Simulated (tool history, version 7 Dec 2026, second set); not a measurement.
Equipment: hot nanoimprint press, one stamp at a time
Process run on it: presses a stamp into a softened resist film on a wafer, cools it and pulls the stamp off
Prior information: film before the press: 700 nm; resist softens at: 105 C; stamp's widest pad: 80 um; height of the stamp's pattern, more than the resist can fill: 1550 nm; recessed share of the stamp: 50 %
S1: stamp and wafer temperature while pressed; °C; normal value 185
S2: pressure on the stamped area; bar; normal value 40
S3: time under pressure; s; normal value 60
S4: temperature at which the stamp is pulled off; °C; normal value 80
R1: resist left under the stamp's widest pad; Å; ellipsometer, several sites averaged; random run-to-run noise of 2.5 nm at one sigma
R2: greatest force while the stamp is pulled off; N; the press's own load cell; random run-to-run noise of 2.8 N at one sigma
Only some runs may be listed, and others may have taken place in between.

run,hour,S1,S2,S3,S4,R1,R2
1,0,185,40,60,80,4300,148
2,8.6,185,40,92,80,3759,153
3,15,185,40,92,80,3781,153
4,26.2,185,40,92,80,3778,152
5,36,185,40,92,80,3795,156
6,43.2,185,40,92,80,3817,157
7,50.4,185,40,92,80,3783,155
8,60.9,188,40,60,80,3921,157
9,69.7,188,40,60,80,3922,156
10,79.2,184,40,60,88,4506,138
11,86.6,184,40,60,88,4541,143
12,92.4,184,40,60,88,4495,141
13,102.1,181,24.5,67,71,5565,183
14,109,181,62.5,67,83,4098,149
15,118.6,185,40,60,77,4334,162

Some steps in R1 between neighbouring runs. How much of each would the tool show without its hidden state too (settings, what came in, random variation), and how much is left for the hidden state, with any gauge scatter that isn't in both results?
The tool's hidden condition here consists of: true temperature over the reading, C; pressure that arrives at the usual setting, %; grip of the stamp's worn release coat, % over a new coat's; drift of the gauge itself on residual_nm, %; drift of the gauge itself on pull_off_n, %.
Run 13 -> 14: S2 24.5 -> 62.5, S4 71 -> 83. R1 -1467 Å: hidden state +94, all else -1561.
